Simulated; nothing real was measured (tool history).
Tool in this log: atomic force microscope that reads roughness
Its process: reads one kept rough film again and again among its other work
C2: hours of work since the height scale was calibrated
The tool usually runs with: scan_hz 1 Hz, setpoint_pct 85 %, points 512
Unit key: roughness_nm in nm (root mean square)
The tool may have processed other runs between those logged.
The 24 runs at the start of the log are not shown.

-- day=11.562 new tip fitted
run 25 day=11.688 | scan_hz=1.05 setpoint_pct=75 points=852 | pictures_with_this_tip=2 C2=306 | roughness_nm=3.295
run 26 day=12.317 | scan_hz=1 setpoint_pct=85 points=297 | pictures_with_this_tip=14 C2=312 | roughness_nm=3.097
run 27 day=12.767 | scan_hz=1.89 setpoint_pct=64 points=614 | pictures_with_this_tip=23 C2=316 | roughness_nm=3.217
run 28 day=13.492 | scan_hz=0.61 setpoint_pct=75 points=367 | pictures_with_this_tip=36 C2=323 | roughness_nm=3.243
run 29 day=14.225 | scan_hz=1.85 setpoint_pct=84 points=310 | pictures_with_this_tip=50 C2=330 | roughness_nm=2.68
run 30 day=14.671 | scan_hz=1 setpoint_pct=88 points=512 | pictures_with_this_tip=59 C2=335 | roughness_nm=2.841
run 31 day=15.171 | scan_hz=1 setpoint_pct=88 points=512 | pictures_with_this_tip=68 C2=340 | roughness_nm=2.817
run 32 day=15.608 | scan_hz=1 setpoint_pct=88 points=512 | pictures_with_this_tip=77 C2=344 | roughness_nm=2.794
run 33 day=16.012 | scan_hz=1.33 setpoint_pct=57 points=379 | pictures_with_this_tip=84 C2=348 | roughness_nm=3.068
run 34 day=16.712 | scan_hz=0.61 setpoint_pct=86 points=293 | pictures_with_this_tip=98 C2=354 | roughness_nm=2.875
run 35 day=17.238 | scan_hz=0.61 setpoint_pct=63 points=264 | pictures_with_this_tip=108 C2=360 | roughness_nm=3.037
run 36 day=17.983 | scan_hz=0.61 setpoint_pct=63 points=264 | pictures_with_this_tip=122 C2=367 | roughness_nm=2.94
-- day=18.171 new tip fitted
run 37 day=18.483 | scan_hz=2.43 setpoint_pct=63 points=515 | pictures_with_this_tip=6 C2=371 | roughness_nm=3.223
run 38 day=19.054 | scan_hz=0.66 setpoint_pct=64 points=355 | pictures_with_this_tip=17 C2=377 | roughness_nm=3.402
run 39 day=19.408 | scan_hz=2.58 setpoint_pct=85 points=372 | pictures_with_this_tip=24 C2=380 | roughness_nm=2.557
run 40 day=19.854 | scan_hz=1 setpoint_pct=64 points=446 | pictures_with_this_tip=32 C2=385 | roughness_nm=3.309
run 41 day=20.475 | scan_hz=1 setpoint_pct=85 points=755 | pictures_with_this_tip=44 C2=391 | roughness_nm=2.96
run 42 day=20.942 | scan_hz=3.65 setpoint_pct=63 points=757 | pictures_with_this_tip=53 C2=395 | roughness_nm=2.911
run 43 day=21.296 | scan_hz=2.03 setpoint_pct=56 points=688 | pictures_with_this_tip=60 C2=399 | roughness_nm=3.19

Consider 3 possible next runs. They are alternatives, not a sequence: every one starts from the tool as it was left by run 43. What does each give?
run A day=21.704 | scan_hz=2.03 setpoint_pct=57 points=374 | pictures_with_this_tip=67 C2=403 | roughness_nm=?
run B day=21.704 | scan_hz=0.6 setpoint_pct=71 points=979 | pictures_with_this_tip=67 C2=403 | roughness_nm=?
run C day=21.704 | scan_hz=1 setpoint_pct=68 points=512 | pictures_with_this_tip=67 C2=403 | roughness_nm=?

run=A roughness_nm=3.115
run=B roughness_nm=3.181
run=C roughness_nm=3.12
With the hidden condition removed and each run's random variation left untouched, the same runs would have given:
run=A roughness_nm=3.432
run=B roughness_nm=3.505
run=C roughness_nm=3.437
